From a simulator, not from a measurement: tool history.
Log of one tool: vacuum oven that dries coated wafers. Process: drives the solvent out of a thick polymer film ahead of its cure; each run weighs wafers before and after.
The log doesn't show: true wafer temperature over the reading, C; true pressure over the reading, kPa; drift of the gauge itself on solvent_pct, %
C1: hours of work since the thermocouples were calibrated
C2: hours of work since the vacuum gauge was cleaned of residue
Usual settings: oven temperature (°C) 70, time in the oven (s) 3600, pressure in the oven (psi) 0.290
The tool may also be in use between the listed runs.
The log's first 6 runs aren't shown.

run 7 hour=54.7 | oven_temperature_(°C)=70 time_in_the_oven_(s)=3600 pressure_in_the_oven_(psi)=0.290 | C1=1300 C2=143 | solvent_left_in_the_film_(%)=3.78
run 8 hour=64.2 | oven_temperature_(°C)=70 time_in_the_oven_(s)=3600 pressure_in_the_oven_(psi)=0.183 | C1=1304 C2=147 | solvent_left_in_the_film_(%)=2.52
run 9 hour=76.6 | oven_temperature_(°C)=70 time_in_the_oven_(s)=3600 pressure_in_the_oven_(psi)=0.183 | C1=1309 C2=152 | solvent_left_in_the_film_(%)=2.50
run 10 hour=84.4 | oven_temperature_(°C)=70 time_in_the_oven_(s)=3600 pressure_in_the_oven_(psi)=0.183 | C1=1313 C2=156 | solvent_left_in_the_film_(%)=2.48
run 11 hour=96.1 | oven_temperature_(°C)=70 time_in_the_oven_(s)=3600 pressure_in_the_oven_(psi)=0.183 | C1=1318 C2=161 | solvent_left_in_the_film_(%)=2.47
run 12 hour=102.1 | oven_temperature_(°C)=70 time_in_the_oven_(s)=3600 pressure_in_the_oven_(psi)=0.183 | C1=1321 C2=163 | solvent_left_in_the_film_(%)=2.44
run 13 hour=108.9 | oven_temperature_(°C)=70 time_in_the_oven_(s)=3600 pressure_in_the_oven_(psi)=0.183 | C1=1324 C2=166 | solvent_left_in_the_film_(%)=2.51
run 14 hour=116.7 | oven_temperature_(°C)=70 time_in_the_oven_(s)=3600 pressure_in_the_oven_(psi)=0.429 | C1=1327 C2=170 | solvent_left_in_the_film_(%)=5.30
run 15 hour=122.5 | oven_temperature_(°C)=70 time_in_the_oven_(s)=3600 pressure_in_the_oven_(psi)=0.429 | C1=1330 C2=172 | solvent_left_in_the_film_(%)=5.31
run 16 hour=129.9 | oven_temperature_(°C)=70 time_in_the_oven_(s)=3600 pressure_in_the_oven_(psi)=0.429 | C1=1333 C2=176 | solvent_left_in_the_film_(%)=5.35
run 17 hour=138.6 | oven_temperature_(°C)=70 time_in_the_oven_(s)=3600 pressure_in_the_oven_(psi)=0.290 | C1=1337 C2=180 | solvent_left_in_the_film_(%)=3.73
run 18 hour=150.7 | oven_temperature_(°C)=70 time_in_the_oven_(s)=3600 pressure_in_the_oven_(psi)=0.290 | C1=1342 C2=185 | solvent_left_in_the_film_(%)=3.71
run 19 hour=158.5 | oven_temperature_(°C)=70 time_in_the_oven_(s)=1860 pressure_in_the_oven_(psi)=0.290 | C1=1345 C2=188 | solvent_left_in_the_film_(%)=5.16
run 20 hour=167.9 | oven_temperature_(°C)=70 time_in_the_oven_(s)=2880 pressure_in_the_oven_(psi)=0.290 | C1=1350 C2=193 | solvent_left_in_the_film_(%)=4.02
run 21 hour=178.4 | oven_temperature_(°C)=70 time_in_the_oven_(s)=2880 pressure_in_the_oven_(psi)=0.290 | C1=1354 C2=197 | solvent_left_in_the_film_(%)=4.00

Run 22 comes next. What will it give?
run 22 hour=184.2 | oven_temperature_(°C)=70 time_in_the_oven_(s)=2880 pressure_in_the_oven_(psi)=0.290 | C1=1357 C2=200 | solvent_left_in_the_film_(%)=?

Run 22 gave solvent left in the film (%) 4.04.
Without the tool's hidden state the same run would have given solvent left in the film (%) 4.65.
